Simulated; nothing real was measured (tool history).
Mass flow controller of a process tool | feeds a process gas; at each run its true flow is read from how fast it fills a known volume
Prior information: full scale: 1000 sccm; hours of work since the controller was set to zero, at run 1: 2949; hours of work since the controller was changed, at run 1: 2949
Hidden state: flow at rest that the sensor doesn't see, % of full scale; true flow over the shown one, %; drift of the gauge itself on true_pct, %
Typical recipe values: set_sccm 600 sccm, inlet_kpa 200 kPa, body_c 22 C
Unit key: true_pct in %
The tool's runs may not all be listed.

run,hour,set_sccm,inlet_kpa,body_c,hours of work since the controller was set to zero,hours of work since the controller was changed,true_pct
1,0.0,600,200,22,2949,2949,98.69
2,138.2,600,200,22,3047,3047,98.58
3,274.9,600,200,31,3144,3144,99.13
4,398.1,402,200,31,3231,3231,98.79
5,498.4,402,200,31,3302,3302,98.55
6,565.5,402,200,31,3349,3349,98.67
7,682.9,402,200,31,3432,3432,98.61
8,813.5,402,200,31,3525,3525,98.69
9,910.5,600,200,22,3593,3593,98.52
10,996.9,600,200,22,3654,3654,98.52
11,1063.8,600,200,22,3702,3702,98.56
12,1196.0,600,200,20,3795,3795,98.49
13,1354.0,272,176,22,3907,3907,97.40
14,1500.1,272,176,22,4010,4010,97.59
15,1604.5,129,237,22,4084,4084,97.50
16,1702.0,129,237,22,4153,4153,97.37
17,1827.5,129,237,22,4241,4241,97.41
18,1969.8,310,237,29,4342,4342,98.48
19,2081.0,310,239,31,4421,4421,98.74
20,2239.3,310,239,31,4533,4533,98.49
21,2308.2,334,196,31,4581,4581,98.42
22,2413.4,773,200,22,4656,4656,99.14
23,2495.3,773,249,28,4714,4714,99.69

Below are 5 alternative next runs, each starting from the tool's condition after run 23. Predict each:
A,2562.7,253,226,32,4761,4761,?
B,2562.7,600,200,31,4761,4761,?
C,2562.7,477,224,34,4761,4761,?
D,2562.7,255,249,28,4761,4761,?
E,2562.7,569,186,26,4761,4761,?

run,true_pct
A,98.43
B,99.21
C,99.26
D,98.29
E,98.63
The same runs, with their run-to-run variation unchanged, on a tool lacking any hidden condition would have given:
run,true_pct
A,98.43
B,99.22
C,99.26
D,98.29
E,98.64

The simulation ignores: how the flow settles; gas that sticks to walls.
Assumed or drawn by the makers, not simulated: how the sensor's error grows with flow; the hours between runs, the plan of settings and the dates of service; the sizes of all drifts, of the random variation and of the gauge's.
